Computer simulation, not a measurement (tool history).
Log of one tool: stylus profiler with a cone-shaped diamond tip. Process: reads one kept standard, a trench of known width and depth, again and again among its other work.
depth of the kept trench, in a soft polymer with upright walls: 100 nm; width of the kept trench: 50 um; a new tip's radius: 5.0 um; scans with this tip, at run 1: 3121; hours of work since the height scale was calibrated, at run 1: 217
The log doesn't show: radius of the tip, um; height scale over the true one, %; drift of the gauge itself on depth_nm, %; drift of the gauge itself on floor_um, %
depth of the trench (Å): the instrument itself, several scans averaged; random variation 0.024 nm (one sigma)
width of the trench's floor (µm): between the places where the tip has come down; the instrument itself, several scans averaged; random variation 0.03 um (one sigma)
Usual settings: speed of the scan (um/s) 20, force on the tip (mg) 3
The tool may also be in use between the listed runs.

run,hour,speed of the scan (um/s),force on the tip (mg),scans with this tip,hours of work since the height scale was calibrated,depth of the trench (Å),width of the trench's floor (µm)
1,0,20,3,3121,217,1014,47.45
2,19.2,20,3,3254,226,1013.5,47.38
3,40.4,18,3,3400,237,1013.3,47.37
4,61.3,7,3,3545,247,1013.9,47.45
5,82.1,7,3,3689,257,1013.8,47.4
6,101.7,7,3,3825,266,1014.1,47.39
7,117.5,7,3,3934,274,1014,47.34
8,128.1,20,1.48,4007,279,1008.6,47.27
9,138.5,20,1.48,4079,284,1008.5,47.18
10,156.4,20,1.48,4203,293,1008.8,47.27
11,171,20,1.48,4304,300,1008.6,47.24
12,185.2,20,1.48,4402,306,1008.3,47.14
13,202.6,25,3.15,4523,315,1013.8,47.19
14,223.5,29,2.9,4667,325,1013.6,47.21
15,242.8,25,3.07,4801,334,1014.2,47.13

The same runs without the tool's hidden state, with the same run-to-run variation:
run,depth of the trench (Å),width of the trench's floor (µm)
1,1014.2,47.96
2,1013.7,47.91
3,1013.6,47.92
4,1014.2,48.02
5,1014.1,47.99
6,1014.4,47.99
7,1014.3,47.96
8,1008.9,47.9
9,1008.8,47.82
10,1009.1,47.93
11,1008.9,47.91
12,1008.7,47.82
13,1014.1,47.89
14,1013.9,47.92
15,1014.6,47.86
